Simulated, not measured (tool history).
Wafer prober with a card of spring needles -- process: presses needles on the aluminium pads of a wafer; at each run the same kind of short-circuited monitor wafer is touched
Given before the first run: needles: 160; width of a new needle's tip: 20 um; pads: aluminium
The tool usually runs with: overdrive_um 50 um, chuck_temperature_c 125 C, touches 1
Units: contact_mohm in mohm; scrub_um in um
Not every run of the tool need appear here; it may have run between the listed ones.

{"run": 1, "hour": 0.0, "overdrive_um": 50, "chuck_temperature_c": 125, "touches": 1, "contact_mohm": 203, "scrub_um": 11.85}
{"hour": 1.7, "done": "tips cleaned on abrasive film"}
{"hour": 5.7, "done": "tips cleaned on abrasive film"}
{"hour": 9.0, "done": "tips cleaned on abrasive film"}
{"hour": 13.1, "done": "tips cleaned on abrasive film"}
{"hour": 17.1, "done": "tips cleaned on abrasive film"}
{"hour": 21.2, "done": "tips cleaned on abrasive film"}
{"hour": 24.5, "done": "tips cleaned on abrasive film"}
{"hour": 28.5, "done": "tips cleaned on abrasive film"}
{"hour": 32.6, "done": "tips cleaned on abrasive film"}
{"run": 2, "hour": 34.9, "overdrive_um": 50, "chuck_temperature_c": 125, "touches": 1, "contact_mohm": 203, "scrub_um": 12.03}
{"hour": 36.5, "done": "tips cleaned on abrasive film"}
{"hour": 39.8, "done": "tips cleaned on abrasive film"}
{"hour": 43.9, "done": "tips cleaned on abrasive film"}
{"hour": 47.9, "done": "tips cleaned on abrasive film"}
{"hour": 52.0, "done": "tips cleaned on abrasive film"}
{"hour": 56.1, "done": "tips cleaned on abrasive film"}
{"hour": 59.3, "done": "tips cleaned on abrasive film"}
{"run": 3, "hour": 59.9, "overdrive_um": 50, "chuck_temperature_c": 125, "touches": 1, "contact_mohm": 201, "scrub_um": 11.88}
{"hour": 63.1, "done": "tips cleaned on abrasive film"}
{"hour": 67.2, "done": "tips cleaned on abrasive film"}
{"hour": 70.5, "done": "tips cleaned on abrasive film"}
{"hour": 73.7, "done": "tips cleaned on abrasive film"}
{"hour": 77.8, "done": "tips cleaned on abrasive film"}
{"hour": 81.9, "done": "tips cleaned on abrasive film"}
{"hour": 85.9, "done": "tips cleaned on abrasive film"}
{"hour": 89.2, "done": "tips cleaned on abrasive film"}
{"run": 4, "hour": 89.2, "overdrive_um": 50, "chuck_temperature_c": 125, "touches": 1, "contact_mohm": 202, "scrub_um": 12.09}
{"hour": 92.5, "done": "tips cleaned on abrasive film"}
{"hour": 96.6, "done": "tips cleaned on abrasive film"}
{"hour": 99.2, "done": "height of the first contact set anew"}
{"hour": 100.1, "done": "tips cleaned on abrasive film"}
{"hour": 104.2, "done": "tips cleaned on abrasive film"}
{"hour": 107.5, "done": "tips cleaned on abrasive film"}
{"run": 5, "hour": 108.8, "overdrive_um": 50, "chuck_temperature_c": 125, "touches": 1, "contact_mohm": 205, "scrub_um": 11.88}
{"hour": 111.2, "done": "tips cleaned on abrasive film"}
{"hour": 115.3, "done": "tips cleaned on abrasive film"}
{"hour": 119.4, "done": "tips cleaned on abrasive film"}
{"hour": 122.6, "done": "tips cleaned on abrasive film"}
{"hour": 126.7, "done": "tips cleaned on abrasive film"}
{"hour": 129.9, "done": "tips cleaned on abrasive film"}
{"run": 6, "hour": 130.1, "overdrive_um": 50, "chuck_temperature_c": 125, "touches": 1, "contact_mohm": 205, "scrub_um": 11.67}
{"hour": 133.4, "done": "tips cleaned on abrasive film"}
{"hour": 136.6, "done": "tips cleaned on abrasive film"}
{"hour": 140.7, "done": "tips cleaned on abrasive film"}
{"hour": 144.0, "done": "tips cleaned on abrasive film"}
{"hour": 148.0, "done": "tips cleaned on abrasive film"}
{"run": 7, "hour": 148.5, "overdrive_um": 50, "chuck_temperature_c": 125, "touches": 1, "contact_mohm": 202, "scrub_um": 11.7}
{"hour": 151.8, "done": "tips cleaned on abrasive film"}
{"hour": 155.1, "done": "tips cleaned on abrasive film"}
{"hour": 159.1, "done": "tips cleaned on abrasive film"}
{"hour": 163.2, "done": "tips cleaned on abrasive film"}
{"hour": 167.3, "done": "tips cleaned on abrasive film"}
{"hour": 170.5, "done": "tips cleaned on abrasive film"}
{"hour": 174.6, "done": "tips cleaned on abrasive film"}
{"hour": 178.7, "done": "tips cleaned on abrasive film"}
{"hour": 181.9, "done": "tips cleaned on abrasive film"}
{"run": 8, "hour": 183.1, "overdrive_um": 50, "chuck_temperature_c": 125, "touches": 1, "contact_mohm": 202, "scrub_um": 11.79}
{"hour": 185.5, "done": "tips cleaned on abrasive film"}
{"hour": 189.6, "done": "tips cleaned on abrasive film"}
{"hour": 193.6, "done": "tips cleaned on abrasive film"}
{"hour": 197.7, "done": "tips cleaned on abrasive film"}
{"run": 9, "hour": 199.6, "overdrive_um": 50, "chuck_temperature_c": 125, "touches": 1, "contact_mohm": 199, "scrub_um": 11.97}
{"hour": 201.3, "done": "tips cleaned on abrasive film"}
{"hour": 205.4, "done": "tips cleaned on abrasive film"}
{"hour": 209.4, "done": "tips cleaned on abrasive film"}
{"hour": 213.5, "done": "tips cleaned on abrasive film"}
{"hour": 217.5, "done": "tips cleaned on abrasive film"}
{"hour": 220.8, "done": "tips cleaned on abrasive film"}
{"hour": 224.9, "done": "tips cleaned on abrasive film"}
{"hour": 228.1, "done": "tips cleaned on abrasive film"}
{"run": 10, "hour": 229.0, "overdrive_um": 50, "chuck_temperature_c": 125, "touches": 1, "contact_mohm": 202, "scrub_um": 11.81}
{"hour": 231.5, "done": "tips cleaned on abrasive film"}
{"hour": 234.8, "done": "tips cleaned on abrasive film"}
{"hour": 238.1, "done": "tips cleaned on abrasive film"}
{"hour": 242.1, "done": "tips cleaned on abrasive film"}
{"hour": 246.2, "done": "tips cleaned on abrasive film"}
{"hour": 249.4, "done": "tips cleaned on abrasive film"}
{"hour": 253.5, "done": "tips cleaned on abrasive film"}
{"hour": 257.6, "done": "tips cleaned on abrasive film"}
{"run": 11, "hour": 259.3, "overdrive_um": 50, "chuck_temperature_c": 125, "touches": 2, "contact_mohm": 201, "scrub_um": 11.75}
{"hour": 261.0, "done": "tips cleaned on abrasive film"}
{"hour": 264.2, "done": "tips cleaned on abrasive film"}
{"hour": 267.5, "done": "tips cleaned on abrasive film"}
{"hour": 271.6, "done": "tips cleaned on abrasive film"}
{"hour": 275.6, "done": "tips cleaned on abrasive film"}
{"hour": 279.7, "done": "tips cleaned on abrasive film"}
{"hour": 283.7, "done": "tips cleaned on abrasive film"}
{"hour": 287.0, "done": "tips cleaned on abrasive film"}
{"run": 12, "hour": 287.4, "overdrive_um": 50, "chuck_temperature_c": 28, "touches": 2, "contact_mohm": 181, "scrub_um": 11.92}
{"hour": 290.6, "done": "tips cleaned on abrasive film"}
{"hour": 294.7, "done": "tips cleaned on abrasive film"}
{"hour": 298.0, "done": "tips cleaned on abrasive film"}
{"hour": 302.0, "done": "tips cleaned on abrasive film"}
{"hour": 305.3, "done": "tips cleaned on abrasive film"}
{"hour": 309.4, "done": "tips cleaned on abrasive film"}
{"run": 13, "hour": 312.5, "overdrive_um": 47, "chuck_temperature_c": 125, "touches": 1, "contact_mohm": 203, "scrub_um": 11.09}
{"hour": 313.3, "done": "tips cleaned on abrasive film"}
{"hour": 317.4, "done": "tips cleaned on abrasive film"}
{"hour": 320.7, "done": "tips cleaned on abrasive film"}
{"hour": 324.7, "done": "tips cleaned on abrasive film"}
{"hour": 328.8, "done": "tips cleaned on abrasive film"}
{"hour": 332.9, "done": "tips cleaned on abrasive film"}
{"run": 14, "hour": 334.3, "overdrive_um": 46, "chuck_temperature_c": 65, "touches": 1, "contact_mohm": 190, "scrub_um": 10.79}
{"hour": 336.7, "done": "tips cleaned on abrasive film"}
{"hour": 340.8, "done": "tips cleaned on abrasive film"}
{"hour": 344.1, "done": "tips cleaned on abrasive film"}
{"hour": 348.1, "done": "tips cleaned on abrasive film"}
{"hour": 351.4, "done": "tips cleaned on abrasive film"}
{"hour": 355.4, "done": "tips cleaned on abrasive film"}
{"hour": 359.5, "done": "tips cleaned on abrasive film"}
{"hour": 362.8, "done": "tips cleaned on abrasive film"}
{"run": 15, "hour": 364.2, "overdrive_um": 46, "chuck_temperature_c": 65, "touches": 1, "contact_mohm": 192, "scrub_um": 10.68}
{"hour": 366.7, "done": "tips cleaned on abrasive film"}
{"hour": 370.0, "done": "tips cleaned on abrasive film"}
{"hour": 374.1, "done": "tips cleaned on abrasive film"}
{"hour": 377.3, "done": "tips cleaned on abrasive film"}
{"hour": 381.4, "done": "tips cleaned on abrasive film"}
{"hour": 393.4, "done": "card fitted with new needles"}
{"hour": 397.4, "done": "tips cleaned on abrasive film"}
{"hour": 400.7, "done": "tips cleaned on abrasive film"}
{"hour": 404.8, "done": "tips cleaned on abrasive film"}
{"run": 16, "hour": 407.4, "overdrive_um": 46, "chuck_temperature_c": 65, "touches": 1, "contact_mohm": 192, "scrub_um": 10.8}
{"hour": 408.3, "done": "tips cleaned on abrasive film"}
{"hour": 412.4, "done": "tips cleaned on abrasive film"}
{"hour": 416.4, "done": "tips cleaned on abrasive film"}
{"hour": 420.5, "done": "tips cleaned on abrasive film"}
{"hour": 423.8, "done": "tips cleaned on abrasive film"}
{"hour": 427.8, "done": "tips cleaned on abrasive film"}
{"hour": 431.1, "done": "tips cleaned on abrasive film"}
{"hour": 435.2, "done": "tips cleaned on abrasive film"}
{"hour": 438.4, "done": "tips cleaned on abrasive film"}
{"run": 17, "hour": 440.8, "overdrive_um": 57, "chuck_temperature_c": 74, "touches": 2, "contact_mohm": 191, "scrub_um": 13.4}
{"hour": 442.5, "done": "tips cleaned on abrasive film"}
{"hour": 446.5, "done": "tips cleaned on abrasive film"}
{"hour": 450.6, "done": "tips cleaned on abrasive film"}
{"hour": 454.6, "done": "tips cleaned on abrasive film"}
{"hour": 457.9, "done": "tips cleaned on abrasive film"}
{"hour": 462.0, "done": "tips cleaned on abrasive film"}
{"run": 18, "hour": 462.4, "overdrive_um": 46, "chuck_temperature_c": 74, "touches": 2, "contact_mohm": 194, "scrub_um": 10.56}
{"hour": 465.7, "done": "tips cleaned on abrasive film"}
{"hour": 469.8, "done": "tips cleaned on abrasive film"}
{"hour": 473.0, "done": "tips cleaned on abrasive film"}
{"hour": 476.3, "done": "tips cleaned on abrasive film"}
{"hour": 480.4, "done": "tips cleaned on abrasive film"}
{"hour": 483.6, "done": "tips cleaned on abrasive film"}
{"hour": 486.9, "done": "tips cleaned on abrasive film"}
{"hour": 490.3, "done": "tips cleaned on abrasive film"}
{"run": 19, "hour": 490.3, "overdrive_um": 46, "chuck_temperature_c": 74, "touches": 2, "contact_mohm": 191, "scrub_um": 11.11}
{"hour": 493.6, "done": "tips cleaned on abrasive film"}
{"hour": 496.9, "done": "tips cleaned on abrasive film"}
{"hour": 500.1, "done": "tips cleaned on abrasive film"}
{"hour": 504.2, "done": "tips cleaned on abrasive film"}
{"hour": 508.3, "done": "tips cleaned on abrasive film"}
{"hour": 512.3, "done": "tips cleaned on abrasive film"}
{"hour": 516.4, "done": "tips cleaned on abrasive film"}
{"hour": 519.6, "done": "tips cleaned on abrasive film"}
{"hour": 523.0, "done": "tips cleaned on abrasive film"}
{"run": 20, "hour": 523.0, "overdrive_um": 30, "chuck_temperature_c": 53, "touches": 1, "contact_mohm": 208, "scrub_um": 7.3}
{"hour": 526.3, "done": "tips cleaned on abrasive film"}
{"hour": 529.6, "done": "tips cleaned on abrasive film"}
{"hour": 533.6, "done": "tips cleaned on abrasive film"}
{"hour": 536.9, "done": "tips cleaned on abrasive film"}
{"hour": 540.2, "done": "tips cleaned on abrasive film"}
{"hour": 544.2, "done": "tips cleaned on abrasive film"}
{"run": 21, "hour": 545.5, "overdrive_um": 32, "chuck_temperature_c": 29, "touches": 1, "contact_mohm": 194, "scrub_um": 7.51}

Branching from run 21: 3 alternative next runs. What would each branch give?
{"hour": 548.0, "done": "tips cleaned on abrasive film"}
{"hour": 551.2, "done": "tips cleaned on abrasive film"}
{"hour": 554.5, "done": "tips cleaned on abrasive film"}
{"hour": 558.5, "done": "tips cleaned on abrasive film"}
{"hour": 562.6, "done": "tips cleaned on abrasive film"}
{"hour": 566.7, "done": "tips cleaned on abrasive film"}
{"hour": 570.7, "done": "tips cleaned on abrasive film"}
{"run": "A", "hour": 572.5, "overdrive_um": 63, "chuck_temperature_c": 40, "touches": 2, "contact_mohm": "?", "scrub_um": "?"}
{"hour": 548.0, "done": "tips cleaned on abrasive film"}
{"hour": 551.2, "done": "tips cleaned on abrasive film"}
{"hour": 554.5, "done": "tips cleaned on abrasive film"}
{"hour": 558.5, "done": "tips cleaned on abrasive film"}
{"hour": 562.6, "done": "tips cleaned on abrasive film"}
{"hour": 566.7, "done": "tips cleaned on abrasive film"}
{"hour": 570.7, "done": "tips cleaned on abrasive film"}
{"run": "B", "hour": 572.5, "overdrive_um": 44, "chuck_temperature_c": 93, "touches": 3, "contact_mohm": "?", "scrub_um": "?"}
{"hour": 548.0, "done": "tips cleaned on abrasive film"}
{"hour": 551.2, "done": "tips cleaned on abrasive film"}
{"hour": 554.5, "done": "tips cleaned on abrasive film"}
{"hour": 558.5, "done": "tips cleaned on abrasive film"}
{"hour": 562.6, "done": "tips cleaned on abrasive film"}
{"hour": 566.7, "done": "tips cleaned on abrasive film"}
{"hour": 570.7, "done": "tips cleaned on abrasive film"}
{"run": "C", "hour": 572.5, "overdrive_um": 38, "chuck_temperature_c": 65, "touches": 1, "contact_mohm": "?", "scrub_um": "?"}

run=A contact_mohm=174 scrub_um=14.7
run=B contact_mohm=200 scrub_um=10.47
run=C contact_mohm=200 scrub_um=9.01
Without the tool's unlogged condition, the same runs would have read:
run=A contact_mohm=174 scrub_um=14.7
run=B contact_mohm=200 scrub_um=10.48
run=C contact_mohm=200 scrub_um=9.01

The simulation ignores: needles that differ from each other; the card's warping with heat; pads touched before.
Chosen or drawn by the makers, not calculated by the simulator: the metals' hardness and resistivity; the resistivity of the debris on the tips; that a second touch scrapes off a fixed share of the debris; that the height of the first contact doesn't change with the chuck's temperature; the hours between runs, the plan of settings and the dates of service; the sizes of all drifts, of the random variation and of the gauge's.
